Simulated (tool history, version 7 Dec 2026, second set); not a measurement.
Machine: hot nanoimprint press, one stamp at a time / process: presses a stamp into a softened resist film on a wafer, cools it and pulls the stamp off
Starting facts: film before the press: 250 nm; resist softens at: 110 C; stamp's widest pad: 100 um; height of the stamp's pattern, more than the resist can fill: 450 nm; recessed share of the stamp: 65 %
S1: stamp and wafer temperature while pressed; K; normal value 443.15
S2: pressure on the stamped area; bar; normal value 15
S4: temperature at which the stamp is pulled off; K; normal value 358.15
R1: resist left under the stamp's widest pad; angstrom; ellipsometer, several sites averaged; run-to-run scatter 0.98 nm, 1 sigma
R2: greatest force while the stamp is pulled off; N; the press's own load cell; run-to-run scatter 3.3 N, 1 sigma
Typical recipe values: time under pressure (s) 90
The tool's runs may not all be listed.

Run 1, day 0: usual settings. Result: R1 1381 angstrom, R2 154 N.
Run 2, day 1.783: usual settings. Result: R1 1390 angstrom, R2 160 N.
Run 3, day 3.367: usual settings. Result: R1 1394 angstrom, R2 166 N.
Run 4, day 5.058: usual settings. Result: R1 1413 angstrom, R2 167 N.
Run 5, day 7.096: usual settings. Result: R1 1404 angstrom, R2 170 N.
Run 6, day 10.358: usual settings. Result: R1 1420 angstrom, R2 180 N.
Run 7, day 14.208: usual settings. Result: R1 1416 angstrom, R2 188 N.
At day 14.604: plate thermocouple calibrated.
Run 8, day 17.683: usual settings but S1 444.15 K. Result: R1 1414 angstrom, R2 204 N.
At day 18.85: stamp cleaned and given a new release coat.
Run 9, day 21.467: usual settings but S1 440.15 K. Result: R1 1591 angstrom, R2 166 N.
Run 10, day 24.45: usual settings but S1 434.15 K, S2 15.5 bar. Result: R1 1861 angstrom, R2 172 N.
Run 11, day 26.225: usual settings but S1 442.15 K, S2 19 bar. Result: R1 1383 angstrom, R2 177 N.
Run 12, day 29.692: usual settings but S2 11.3 bar, S4 355.15 K. Result: R1 1634 angstrom, R2 191 N.
Run 13, day 31.262: usual settings but S1 449.15 K, S2 11.3 bar, S4 348.15 K. Result: R1 1379 angstrom, R2 226 N.
At day 31.921: plate thermocouple calibrated, once more.
Run 14, day 33.383: usual settings but S1 434.15 K, S2 21.7 bar, time under pressure (s) 73, S4 356.15 K. Result: R1 1725 angstrom, R2 200 N.
Run 15, day 37.104: usual settings but S1 434.15 K, S2 21.7 bar, time under pressure (s) 73, S4 356.15 K. Result: R1 1724 angstrom, R2 204 N.
At day 37.938: stamp cleaned and given a new release coat.
Run 16, day 39.175: usual settings but S1 434.15 K, S2 21.7 bar, time under pressure (s) 73, S4 356.15 K. Result: R1 1736 angstrom, R2 169 N.

Run 17 is up next; what results do you expect?
Run 17, day 42.038: usual settings but S1 452.15 K, S2 20.2 bar, time under pressure (s) 73, S4 356.15 K. Result: R1 ?, R2 ?.

R1: 1021 angstrom
R2: 171 N
Were there no unlogged condition in the tool, this run, its random variation unchanged, would have produced R1 992 angstrom, R2 162 N.
